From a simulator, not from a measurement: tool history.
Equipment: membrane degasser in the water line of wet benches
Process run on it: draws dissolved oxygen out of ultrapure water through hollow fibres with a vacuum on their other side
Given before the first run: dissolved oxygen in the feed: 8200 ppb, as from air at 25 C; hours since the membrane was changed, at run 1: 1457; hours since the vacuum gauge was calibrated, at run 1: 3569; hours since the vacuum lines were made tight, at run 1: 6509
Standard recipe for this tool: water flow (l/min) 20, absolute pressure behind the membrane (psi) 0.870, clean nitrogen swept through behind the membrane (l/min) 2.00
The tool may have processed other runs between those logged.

run,hour,water flow (l/min),absolute pressure behind the membrane (psi),clean nitrogen swept through behind the membrane (l/min),hours since the membrane was changed,hours since the vacuum gauge was calibrated,hours since the vacuum lines were made tight,dissolved oxygen in the water behind the degasser (ppb),pressure that the water loses in the fibres (psi)
1,0.0,20,0.870,2.00,1457,3569,6509,152.3,6.532
2,67.7,20,0.870,2.00,1525,3637,6576,152.0,6.605
3,136.7,20,0.870,2.00,1594,3706,6645,155.7,6.540
4,227.9,20,0.870,2.00,1685,3797,6737,153.7,6.563
5,305.4,20,0.870,2.00,1763,3874,6814,151.2,6.524
6,355.9,20,0.870,2.00,1813,3925,6865,154.5,6.564
7,411.0,20,0.870,2.00,1868,3980,6920,150.6,6.512
8,502.9,20,0.870,2.00,1960,4072,7012,151.8,6.538
9,547.9,20,0.731,2.00,2005,4117,7057,128.7,6.562
10,631.4,20,0.731,2.00,2089,4200,7140,131.0,6.532
11,685.8,29,0.870,2.00,2143,4255,7194,396.1,9.468
12,745.2,20,0.870,2.00,2202,4314,7254,153.0,6.617
13,814.3,20,0.870,2.00,2272,4383,7323,152.9,6.528
14,874.5,20,0.870,2.00,2332,4444,7383,151.9,6.562
15,973.1,20,0.870,2.00,2430,4542,7482,153.3,6.614
16,1062.9,20,0.870,2.00,2520,4632,7572,153.3,6.635
17,1117.4,26,0.558,2.00,2575,4686,7626,242.0,8.540
18,1197.2,26,0.558,2.00,2654,4766,7706,245.4,8.547
19,1264.1,18,1.929,1.20,2721,4833,7773,387.8,5.952
20,1358.9,25,0.628,2.00,2816,4928,7868,230.2,8.273
21,1422.0,20,1.008,2.00,2879,4991,7931,172.6,6.609
22,1473.3,20,1.086,2.35,2931,5042,7982,169.8,6.659
23,1539.6,24,1.356,2.00,2997,5109,8048,333.6,7.900
24,1584.0,24,1.356,2.00,3041,5153,8093,335.7,8.012
25,1662.8,31,0.689,0.94,3120,5232,8171,479.8,10.241
26,1728.5,31,0.689,0.94,3186,5297,8237,464.2,10.247
27,1824.1,31,1.182,0.94,3281,5393,8333,687.3,10.324
28,1872.5,16,1.740,2.17,3330,5441,8381,183.7,5.314
29,1921.3,17,0.862,2.17,3379,5490,8430,94.9,5.713
# hour 1979.0: seals of the vacuum lines changed
30,2009.4,17,0.862,2.17,3465,5576,30,93.8,5.639
31,2077.8,19,1.015,2.48,3533,5645,99,139.2,6.363
# hour 2136.3: vacuum gauge calibrated
32,2171.0,22,1.587,1.06,3626,35,192,469.3,7.351

Predict each of these 4 candidate next runs independently; none follows another, all start after run 32:
A,2243.3,25,0.828,0.88,3698,107,264,?,?
B,2243.3,27,0.931,0.81,3698,107,264,?,?
C,2243.3,25,0.877,2.03,3698,107,264,?,?
D,2243.3,20,2.029,2.00,3698,107,264,?,?

run,dissolved oxygen in the water behind the degasser (ppb),pressure that the water loses in the fibres (psi)
A,341.1,8.287
B,468.1,9.017
C,272.4,8.269
D,330.8,6.680
What these runs would have given with no unlogged condition in the tool:
run,dissolved oxygen in the water behind the degasser (ppb),pressure that the water loses in the fibres (psi)
A,340.9,8.115
B,467.8,8.831
C,272.1,8.097
D,330.7,6.543
